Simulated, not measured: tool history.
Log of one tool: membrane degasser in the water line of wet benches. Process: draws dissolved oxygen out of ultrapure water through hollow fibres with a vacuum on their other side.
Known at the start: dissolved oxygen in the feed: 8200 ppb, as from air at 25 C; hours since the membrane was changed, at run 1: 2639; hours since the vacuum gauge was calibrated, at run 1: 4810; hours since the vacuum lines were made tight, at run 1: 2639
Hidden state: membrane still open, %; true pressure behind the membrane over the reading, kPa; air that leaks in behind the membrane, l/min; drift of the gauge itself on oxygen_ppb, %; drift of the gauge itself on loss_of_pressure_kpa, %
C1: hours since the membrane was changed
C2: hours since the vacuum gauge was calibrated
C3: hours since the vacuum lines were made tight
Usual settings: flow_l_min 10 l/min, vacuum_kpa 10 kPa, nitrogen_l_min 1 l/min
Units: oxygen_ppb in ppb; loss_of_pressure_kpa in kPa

run 1 day=0 | flow_l_min=10 vacuum_kpa=10 nitrogen_l_min=1 | C1=2639 C2=4810 C3=2639 | oxygen_ppb=219.5 loss_of_pressure_kpa=33.72
run 2 day=6.954 | flow_l_min=10 vacuum_kpa=10 nitrogen_l_min=1 | C1=2806 C2=4977 C3=2806 | oxygen_ppb=217.2 loss_of_pressure_kpa=33.76
run 3 day=12.933 | flow_l_min=10 vacuum_kpa=10 nitrogen_l_min=1 | C1=2950 C2=5120 C3=2950 | oxygen_ppb=222.3 loss_of_pressure_kpa=33.83
run 4 day=21.038 | flow_l_min=10 vacuum_kpa=10 nitrogen_l_min=1 | C1=3144 C2=5315 C3=3144 | oxygen_ppb=219.1 loss_of_pressure_kpa=33.91
run 5 day=26.958 | flow_l_min=10 vacuum_kpa=10 nitrogen_l_min=1 | C1=3286 C2=5457 C3=3286 | oxygen_ppb=222.3 loss_of_pressure_kpa=33.65
run 6 day=32.838 | flow_l_min=10 vacuum_kpa=10 nitrogen_l_min=1 | C1=3427 C2=5598 C3=3427 | oxygen_ppb=224.1 loss_of_pressure_kpa=33.94
run 7 day=40.308 | flow_l_min=10 vacuum_kpa=10 nitrogen_l_min=1 | C1=3607 C2=5777 C3=3607 | oxygen_ppb=220.8 loss_of_pressure_kpa=33.81
run 8 day=46.525 | flow_l_min=10 vacuum_kpa=10 nitrogen_l_min=1 | C1=3756 C2=5927 C3=3756 | oxygen_ppb=223.3 loss_of_pressure_kpa=33.81
run 9 day=51.758 | flow_l_min=7 vacuum_kpa=8.6 nitrogen_l_min=1.75 | C1=3881 C2=6052 C3=3881 | oxygen_ppb=73.3 loss_of_pressure_kpa=23.65
run 10 day=57.104 | flow_l_min=11 vacuum_kpa=16 nitrogen_l_min=1 | C1=4010 C2=6181 C3=4010 | oxygen_ppb=404.6 loss_of_pressure_kpa=37.42
run 11 day=63.288 | flow_l_min=10 vacuum_kpa=15.4 nitrogen_l_min=1.49 | C1=4158 C2=6329 C3=4158 | oxygen_ppb=254.4 loss_of_pressure_kpa=33.9
-- day=63.788 vacuum gauge calibrated
run 12 day=68.358 | flow_l_min=12 vacuum_kpa=20.1 nitrogen_l_min=0.63 | C1=4279 C2=110 C3=4279 | oxygen_ppb=797.8 loss_of_pressure_kpa=40.81
run 13 day=75.567 | flow_l_min=12 vacuum_kpa=20.1 nitrogen_l_min=0.63 | C1=4452 C2=283 C3=4452 | oxygen_ppb=769.7 loss_of_pressure_kpa=40.33

The next listed run, before its measurement:
-- day=82.371 vacuum gauge calibrated, once more
run 14 day=85.396 | flow_l_min=10 vacuum_kpa=16.2 nitrogen_l_min=0.69 | C1=4688 C2=73 C3=4688 | oxygen_ppb=? loss_of_pressure_kpa=?

{"run 14": {"oxygen_ppb": 476.4, "loss_of_pressure_kpa": 33.96}}
Without the tool's hidden state the same run would have given oxygen_ppb 464.8 ppb, loss_of_pressure_kpa 33.43 kPa.

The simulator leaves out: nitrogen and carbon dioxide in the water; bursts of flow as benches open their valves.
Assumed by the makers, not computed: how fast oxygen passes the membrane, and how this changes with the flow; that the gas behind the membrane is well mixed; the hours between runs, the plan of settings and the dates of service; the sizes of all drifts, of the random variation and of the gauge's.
